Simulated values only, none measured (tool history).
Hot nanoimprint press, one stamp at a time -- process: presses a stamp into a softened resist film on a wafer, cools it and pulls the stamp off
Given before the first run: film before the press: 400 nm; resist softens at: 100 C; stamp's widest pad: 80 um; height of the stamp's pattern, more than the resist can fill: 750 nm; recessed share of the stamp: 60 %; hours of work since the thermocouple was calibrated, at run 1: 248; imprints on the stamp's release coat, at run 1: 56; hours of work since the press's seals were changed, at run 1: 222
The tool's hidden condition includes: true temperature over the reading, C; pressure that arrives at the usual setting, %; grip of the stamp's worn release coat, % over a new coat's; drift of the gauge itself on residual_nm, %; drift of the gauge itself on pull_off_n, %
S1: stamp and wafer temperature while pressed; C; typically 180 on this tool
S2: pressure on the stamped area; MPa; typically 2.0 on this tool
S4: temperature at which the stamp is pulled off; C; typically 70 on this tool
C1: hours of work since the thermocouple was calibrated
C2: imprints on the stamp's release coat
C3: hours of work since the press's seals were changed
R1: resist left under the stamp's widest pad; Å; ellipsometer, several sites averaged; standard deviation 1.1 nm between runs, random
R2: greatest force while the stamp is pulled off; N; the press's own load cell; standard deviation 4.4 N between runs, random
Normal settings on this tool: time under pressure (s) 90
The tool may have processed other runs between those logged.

run 1 hour=0.0 | S1=180 S2=2.0 time_under_pressure_(s)=90 S4=70 | C1=248 C2=56 C3=222 | R1=1808 R2=223
run 2 hour=9.3 | S1=180 S2=2.0 time_under_pressure_(s)=90 S4=70 | C1=256 C2=101 C3=229 | R1=1813 R2=226
run 3 hour=19.2 | S1=180 S2=2.0 time_under_pressure_(s)=90 S4=70 | C1=264 C2=148 C3=237 | R1=1795 R2=232
run 4 hour=25.0 | S1=180 S2=2.0 time_under_pressure_(s)=90 S4=70 | C1=268 C2=177 C3=242 | R1=1808 R2=236
run 5 hour=36.2 | S1=180 S2=1.2 time_under_pressure_(s)=90 S4=70 | C1=277 C2=231 C3=250 | R1=2215 R2=247
run 6 hour=48.9 | S1=180 S2=1.2 time_under_pressure_(s)=90 S4=70 | C1=287 C2=292 C3=260 | R1=2224 R2=243
run 7 hour=57.9 | S1=180 S2=2.0 time_under_pressure_(s)=90 S4=66 | C1=294 C2=335 C3=267 | R1=1823 R2=275
run 8 hour=69.2 | S1=180 S2=2.0 time_under_pressure_(s)=90 S4=66 | C1=303 C2=390 C3=276 | R1=1840 R2=276
run 9 hour=79.9 | S1=180 S2=2.0 time_under_pressure_(s)=90 S4=66 | C1=312 C2=442 C3=285 | R1=1812 R2=277
run 10 hour=93.4 | S1=180 S2=2.0 time_under_pressure_(s)=90 S4=66 | C1=322 C2=507 C3=296 | R1=1823 R2=286

Predict the results of run 11:
run 11 hour=101.2 | S1=180 S2=2.0 time_under_pressure_(s)=90 S4=66 | C1=328 C2=545 C3=302 | R1=? R2=?

{"run 11": {"R1": 1860, "R2": 287}}
Take away the tool's hidden state, keep the run-to-run variation as it was, and the same run would have given R1 1722 Å, R2 237 N.
